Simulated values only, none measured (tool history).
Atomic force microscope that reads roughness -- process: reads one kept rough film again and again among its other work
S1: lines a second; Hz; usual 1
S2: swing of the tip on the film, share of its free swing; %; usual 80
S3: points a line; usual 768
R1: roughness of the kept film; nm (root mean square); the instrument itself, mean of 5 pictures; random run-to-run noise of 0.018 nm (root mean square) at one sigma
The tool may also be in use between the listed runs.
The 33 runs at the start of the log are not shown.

run   hour    S1  S2   S3     R1
 34  591.7  0.71  83  342  4.181
 35  608.5  0.72  72  463  4.296
 36  628.9  0.54  80  373  4.226
 37  654.3  0.54  80  373  4.207
 38    666  0.54  80  373  4.185
 39    692   2.6  69  319  3.968
 40  704.4  1.57  80  801  3.921
     714.9  -- new tip fitted
 41  728.7  1.57  80  801  4.245
 42  745.2  0.82  73  353  4.472
 43  756.1  0.82  73  353  4.477
 44    772  1.09  80  768  4.331
 45  786.2  1.09  80  768  4.283

For run 46, what comes out?
 46  807.4  1.09  80  768   ?

R1: 4.258 nm (root mean square)
Without the tool's hidden state the same run would have given R1 4.385 nm (root mean square).
